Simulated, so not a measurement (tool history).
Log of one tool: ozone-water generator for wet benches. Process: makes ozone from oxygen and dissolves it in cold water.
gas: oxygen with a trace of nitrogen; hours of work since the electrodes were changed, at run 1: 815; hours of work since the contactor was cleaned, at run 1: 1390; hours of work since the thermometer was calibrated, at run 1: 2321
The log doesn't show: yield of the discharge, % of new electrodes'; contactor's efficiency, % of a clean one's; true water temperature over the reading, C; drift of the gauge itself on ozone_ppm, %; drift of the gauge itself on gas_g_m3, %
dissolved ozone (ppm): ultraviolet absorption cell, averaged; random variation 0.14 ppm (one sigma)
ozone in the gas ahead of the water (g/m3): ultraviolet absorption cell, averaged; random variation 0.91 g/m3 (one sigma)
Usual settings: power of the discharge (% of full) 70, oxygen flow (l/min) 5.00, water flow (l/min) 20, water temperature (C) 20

run,hour,power of the discharge (% of full),oxygen flow (l/min),water flow (l/min),water temperature (C),hours of work since the electrodes were changed,hours of work since the contactor was cleaned,hours of work since the thermometer was calibrated,dissolved ozone (ppm),ozone in the gas ahead of the water (g/m3)
1,0.0,70,5.00,20,20,815,1390,2321,16.1,149.4
2,12.6,70,5.00,24,20,824,1398,2329,13.8,150.1
3,42.1,70,5.00,24,20,843,1417,2348,13.9,150.6
4,55.2,70,5.00,24,20,851,1426,2357,13.6,150.3
5,68.0,70,5.00,17,20,860,1434,2365,18.1,148.9
6,85.3,89,5.00,20,20,871,1445,2376,18.4,169.4
7,112.5,89,5.00,20,20,889,1463,2394,18.3,170.8
8,142.4,70,5.00,20,20,908,1483,2414,16.0,149.4
9,172.6,70,5.00,20,20,928,1502,2433,16.0,149.6
10,185.3,70,5.00,20,20,936,1511,2442,16.2,148.6
11,212.7,70,5.00,20,20,954,1528,2460,16.1,149.9
12,227.9,70,5.00,20,20,964,1538,2469,15.9,148.6
13,247.1,69,5.00,20,20,977,1551,2482,15.8,146.5
14,260.9,69,5.00,20,20,986,1560,2491,16.0,149.1
15,287.4,69,5.00,20,20,1003,1577,2508,16.0,147.9
16,306.7,69,5.00,20,20,1015,1590,2521,15.9,149.0
17,319.6,84,5.00,13,22,1024,1598,2529,23.4,165.2
18,336.1,84,5.00,13,22,1035,1609,2540,23.3,165.4
19,361.8,84,8.11,13,23,1051,1626,2557,20.3,124.9
20,387.3,45,4.10,20,15,1068,1642,2573,13.6,131.6
21,410.5,45,4.10,20,15,1083,1658,2589,13.4,131.3
22,436.9,45,4.10,24,14,1100,1675,2606,11.7,132.8
23,452.3,72,3.65,13,14,1110,1685,2616,24.9,183.1
24,472.9,81,5.00,20,20,1124,1698,2629,17.4,161.9
25,489.7,81,5.00,20,20,1135,1709,2640,17.1,160.8
26,502.7,70,3.92,25,20,1143,1718,2649,13.1,171.4
27,526.8,98,3.92,29,15,1159,1733,2664,14.1,208.5
28,543.0,42,5.01,17,14,1170,1744,2675,14.9,112.2
29,564.8,70,4.66,20,20,1184,1758,2689,15.9,154.6
30,584.5,96,2.96,20,20,1197,1771,2702,18.7,242.1
31,614.4,96,6.80,20,20,1216,1791,2722,18.7,147.2
32,630.4,96,6.80,20,20,1227,1801,2732,18.5,147.5

Forecast each of these 5 alternatives for the next run:
A,661.1,96,2.85,27,13,1247,1821,2752,?,?
B,661.1,70,5.00,24,20,1247,1821,2752,?,?
C,661.1,70,4.13,20,26,1247,1821,2752,?,?
D,661.1,82,5.00,12,18,1247,1821,2752,?,?
E,661.1,96,4.81,29,21,1247,1821,2752,?,?

run,dissolved ozone (ppm),ozone in the gas ahead of the water (g/m3)
A,14.7,248.6
B,13.6,149.9
C,14.7,165.2
D,25.9,161.5
E,13.5,178.4
Without the tool's hidden state the same runs would have given:
run,dissolved ozone (ppm),ozone in the gas ahead of the water (g/m3)
A,15.4,257.5
B,14.3,154.5
C,15.4,170.2
D,27.1,166.8
E,14.2,184.8

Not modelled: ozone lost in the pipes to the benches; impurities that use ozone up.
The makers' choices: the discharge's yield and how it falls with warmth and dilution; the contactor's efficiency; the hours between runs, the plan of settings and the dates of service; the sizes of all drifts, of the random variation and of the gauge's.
